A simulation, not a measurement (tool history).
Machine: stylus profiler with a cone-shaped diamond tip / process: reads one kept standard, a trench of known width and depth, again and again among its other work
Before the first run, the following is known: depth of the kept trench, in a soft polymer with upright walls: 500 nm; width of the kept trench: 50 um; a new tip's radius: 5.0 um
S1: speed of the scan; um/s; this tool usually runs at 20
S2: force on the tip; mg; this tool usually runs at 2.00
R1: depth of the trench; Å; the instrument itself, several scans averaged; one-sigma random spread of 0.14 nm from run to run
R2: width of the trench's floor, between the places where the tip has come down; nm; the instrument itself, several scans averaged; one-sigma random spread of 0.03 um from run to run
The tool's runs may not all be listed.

{"run": 1, "day": 0.0, "S1": 20, "S2": 2.0, "R1": 5057.3, "R2": 45310}
{"run": 2, "day": 2.254, "S1": 20, "S2": 2.0, "R1": 5060.3, "R2": 45300}
{"run": 3, "day": 4.671, "S1": 20, "S2": 2.0, "R1": 5060.8, "R2": 45230}
{"run": 4, "day": 6.896, "S1": 20, "S2": 2.0, "R1": 5061.8, "R2": 45230}
{"run": 5, "day": 9.342, "S1": 20, "S2": 2.0, "R1": 5063.6, "R2": 45090}
{"run": 6, "day": 10.692, "S1": 20, "S2": 2.0, "R1": 5065.4, "R2": 45170}
{"run": 7, "day": 13.179, "S1": 20, "S2": 2.0, "R1": 5065.8, "R2": 45060}
{"run": 8, "day": 14.446, "S1": 20, "S2": 2.0, "R1": 5061.8, "R2": 45060}
{"run": 9, "day": 16.154, "S1": 7, "S2": 2.0, "R1": 5065.2, "R2": 45010}
{"run": 10, "day": 18.938, "S1": 55, "S2": 1.62, "R1": 5058.8, "R2": 44700}
{"run": 11, "day": 20.708, "S1": 48, "S2": 4.98, "R1": 5117.5, "R2": 44870}

Run 12 is up next; what results do you expect?
{"run": 12, "day": 22.988, "S1": 40, "S2": 1.89, "R1": "?", "R2": "?"}

Run 12 measured R1 5067.0 Å, R2 44770 nm.
On a tool with no hidden condition, and with the same random variation, this run would have come out at R1 5053.4 Å, R2 45470 nm.
